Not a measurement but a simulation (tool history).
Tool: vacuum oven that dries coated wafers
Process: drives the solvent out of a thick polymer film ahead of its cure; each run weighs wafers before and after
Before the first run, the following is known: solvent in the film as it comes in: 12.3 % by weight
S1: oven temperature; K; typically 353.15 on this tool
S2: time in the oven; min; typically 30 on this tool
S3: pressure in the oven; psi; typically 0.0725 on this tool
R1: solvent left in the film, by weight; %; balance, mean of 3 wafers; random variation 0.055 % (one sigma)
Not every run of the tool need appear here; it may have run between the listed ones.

| run | day | S1 | S2 | S3 | R1 |
|---|---|---|---|---|---|
| 1 | 0 | 353.15 | 30 | 0.0725 | 2.24 |
| 2 | 1.425 | 353.15 | 30 | 0.0725 | 2.28 |
| 3 | 3.438 | 353.15 | 30 | 0.0725 | 2.34 |
| 4 | 6.9 | 353.15 | 30 | 0.0725 | 2.29 |
| 5 | 9.604 | 353.15 | 18 | 0.0725 | 3.96 |
| 6 | 11.05 | 353.15 | 18 | 0.0725 | 3.94 |
| 7 | 14.15 | 353.15 | 18 | 0.0725 | 4 |
| 8 | 15.592 | 353.15 | 18 | 0.0725 | 4.04 |
| 9 | 18.858 | 353.15 | 30 | 0.1458 | 2.46 |
| 10 | 21.825 | 353.15 | 30 | 0.0725 | 2.16 |
| 11 | 24.375 | 353.15 | 30 | 0.0725 | 2.29 |
| 12 | 27.292 | 353.15 | 30 | 0.0725 | 2.22 |
| 13 | 30.258 | 353.15 | 30 | 0.0725 | 2.37 |
| 14 | 31.829 | 368.15 | 16 | 0.2661 | 2.28 |
| 15 | 33.671 | 368.15 | 16 | 0.2661 | 2.24 |
| 16 | 35.379 | 364.15 | 30 | 0.0725 | 0.84 |
| 17 | 37.129 | 364.15 | 39 | 0.2255 | 0.83 |
| 18 | 40.033 | 344.15 | 30 | 0.2017 | 4.45 |
| 19 | 42.362 | 356.15 | 30 | 0.0712 | 1.76 |
| 20 | 44.712 | 356.15 | 30 | 0.0712 | 1.77 |
| 21 | 48.008 | 365.15 | 17 | 0.0493 | 2.11 |
|  | 48.871 | oven's thermocouples calibrated |
| 22 | 49.958 | 353.15 | 19 | 0.2135 | 4.2 |
| 23 | 52.054 | 353.15 | 16 | 0.0725 | 4.5 |
| 24 | 54.025 | 353.15 | 16 | 0.0725 | 4.45 |
| 25 | 56.692 | 362.15 | 25 | 0.1262 | 1.67 |

Predict each of these 3 candidate next runs independently; none follows another, all start after run 25:
| A | 58.5 | 355.15 | 19 | 0.0708 | ? |
| B | 58.5 | 353.15 | 16 | 0.0725 | ? |
| C | 58.5 | 367.15 | 34 | 0.1262 | ? |

| run | R1 |
|---|---|
| A | 3.44 |
| B | 4.4 |
| C | 0.53 |
Stripped of hidden state, with their random variation kept, the same runs would have yielded:
| run | R1 |
|---|---|
| A | 3.43 |
| B | 4.39 |
| C | 0.52 |
